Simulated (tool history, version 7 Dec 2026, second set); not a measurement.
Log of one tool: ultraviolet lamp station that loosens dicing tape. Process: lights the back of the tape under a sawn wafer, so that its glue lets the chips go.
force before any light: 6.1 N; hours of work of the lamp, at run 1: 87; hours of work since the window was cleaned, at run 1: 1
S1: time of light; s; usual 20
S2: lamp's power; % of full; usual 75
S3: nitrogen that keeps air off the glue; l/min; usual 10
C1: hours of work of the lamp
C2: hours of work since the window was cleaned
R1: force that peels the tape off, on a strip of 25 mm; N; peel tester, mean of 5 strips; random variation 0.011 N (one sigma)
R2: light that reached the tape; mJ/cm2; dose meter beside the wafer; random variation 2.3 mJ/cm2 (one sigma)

run	hour	S1	S2	S3	C1	C2	R1	R2
1	0	20	75	10	87	1	0.497	199
2	4.5	20	75	10	90	4	0.499	200
3	9.1	20	75	10	92	6	0.502	202
4	18.9	20	75	10	98	12	0.519	203
5	25.5	20	75	10	102	16	0.51	197
6	30.8	24	75	10	105	19	0.371	235
7	35.5	24	75	10	108	22	0.368	237
8	45.3	24	75	4	114	28	0.727	233
9	50.6	20	75	10	117	31	0.52	194
10	55.2	20	75	10	120	33	0.528	195
11	64.5	20	77	10	125	39	0.519	202
12	73.7	20	77	10	130	44	0.531	197
# hour 74.7: window cleaned of glue's vapour
13	84	20	77	10	136	6	0.526	202
14	91.3	20	77	10	141	10	0.526	200
15	95.6	20	77	16	143	12	0.388	194
16	103	20	77	16	147	17	0.388	196
17	112.8	20	75	5	153	22	0.942	193
# hour 114.8: window cleaned of glue's vapour, once more
18	118.2	20	75	5	156	2	0.859	197
19	125.7	20	75	5	160	6	0.915	195
20	134.1	20	75	5	165	11	0.912	194
21	141.1	20	75	10	170	16	0.536	190
22	147.5	31	61	20	173	19	0.277	240
23	152.6	31	61	20	176	22	0.25	245
24	162.3	20	90	12	182	28	0.368	226
25	167.7	38	70	4	185	31	0.4	335
26	175.4	20	75	15	190	36	0.439	191
27	185.1	23	75	15	195	41	0.334	220
28	191.6	23	75	15	199	45	0.33	219
29	201.2	27	75	10	205	51	0.34	251
30	211.7	36	75	10	211	57	0.247	339
31	219.2	14	76	10	216	61	1.032	132
32	227.2	14	76	10	220	66	1.075	130
33	236.2	14	76	5	226	71	1.588	128
34	246.2	14	71	7	231	77	1.44	122
35	254.4	14	60	6	236	82	1.938	101
36	264.3	14	66	6	242	88	1.805	110
37	269.8	14	66	6	245	91	1.749	110
38	278.5	17	66	12	250	96	0.899	135
39	283	20	80	6	253	99	0.772	192
40	290.3	19	75	12	257	103	0.59	172
41	299.2	17	94	10	263	109	0.557	195
42	307.5	33	75	10	267	113	0.282	295

Forecast each of these 3 alternatives for the next run:
A	314.8	10	75	5	272	118	?	?
B	314.8	33	64	10	272	118	?	?
C	314.8	33	81	5	272	118	?	?

run	R1	R2
A	2.462	90
B	0.341	247
C	0.382	319
Without the tool's hidden state the same runs would have given:
run	R1	R2
A	2.105	106
B	0.271	290
C	0.3	375
